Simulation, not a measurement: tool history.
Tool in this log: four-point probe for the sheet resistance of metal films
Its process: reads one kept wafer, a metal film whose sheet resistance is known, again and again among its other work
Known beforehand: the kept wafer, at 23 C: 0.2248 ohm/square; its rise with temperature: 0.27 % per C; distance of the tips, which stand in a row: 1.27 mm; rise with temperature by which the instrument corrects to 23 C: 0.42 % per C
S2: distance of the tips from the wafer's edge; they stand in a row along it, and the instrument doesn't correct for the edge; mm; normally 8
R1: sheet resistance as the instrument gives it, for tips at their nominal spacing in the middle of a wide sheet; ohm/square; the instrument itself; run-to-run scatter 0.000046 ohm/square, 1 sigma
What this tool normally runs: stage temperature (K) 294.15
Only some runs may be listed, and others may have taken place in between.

run 1 hour=0 | stage_temperature_(K)=294.15 S2=8 | R1=0.228446
run 2 hour=60.1 | stage_temperature_(K)=294.15 S2=8 | R1=0.228383
run 3 hour=136.3 | stage_temperature_(K)=294.15 S2=8 | R1=0.228249
run 4 hour=211 | stage_temperature_(K)=294.15 S2=8 | R1=0.228225
run 5 hour=340.5 | stage_temperature_(K)=295.15 S2=8 | R1=0.22775
run 6 hour=449.1 | stage_temperature_(K)=295.15 S2=8 | R1=0.227566
-- hour=455 stage's thermometer calibrated
run 7 hour=578.5 | stage_temperature_(K)=295.15 S2=8 | R1=0.22743
run 8 hour=686.9 | stage_temperature_(K)=295.15 S2=8 | R1=0.227292
run 9 hour=777.3 | stage_temperature_(K)=295.15 S2=8 | R1=0.227181
run 10 hour=869.4 | stage_temperature_(K)=299.15 S2=6 | R1=0.227998
-- hour=918.2 stage's thermometer calibrated, once more
run 11 hour=939 | stage_temperature_(K)=299.15 S2=8 | R1=0.225259
run 12 hour=1048.4 | stage_temperature_(K)=299.15 S2=3 | R1=0.241535
run 13 hour=1134.8 | stage_temperature_(K)=298.15 S2=3 | R1=0.241877
run 14 hour=1254.2 | stage_temperature_(K)=302.15 S2=4 | R1=0.232322
run 15 hour=1352.2 | stage_temperature_(K)=297.15 S2=55 | R1=0.222504
run 16 hour=1409.2 | stage_temperature_(K)=292.15 S2=6 | R1=0.229332
run 17 hour=1494.2 | stage_temperature_(K)=305.15 S2=15 | R1=0.22064
run 18 hour=1603.5 | stage_temperature_(K)=299.15 S2=13 | R1=0.222794

Consider 3 possible next runs. They are alternatives, not a sequence: every one starts from the tool as it was left by run 18. What does each give?
run A hour=1670.1 | stage_temperature_(K)=292.15 S2=36 | R1=?
run B hour=1670.1 | stage_temperature_(K)=294.15 S2=8 | R1=?
run C hour=1670.1 | stage_temperature_(K)=294.15 S2=69 | R1=?

run=A R1=0.223869
run=B R1=0.226074
run=C R1=0.22319
Take away the tool's hidden state, keep each run's random variation, and the runs would have read:
run=A R1=0.226286
run=B R1=0.228513
run=C R1=0.225602
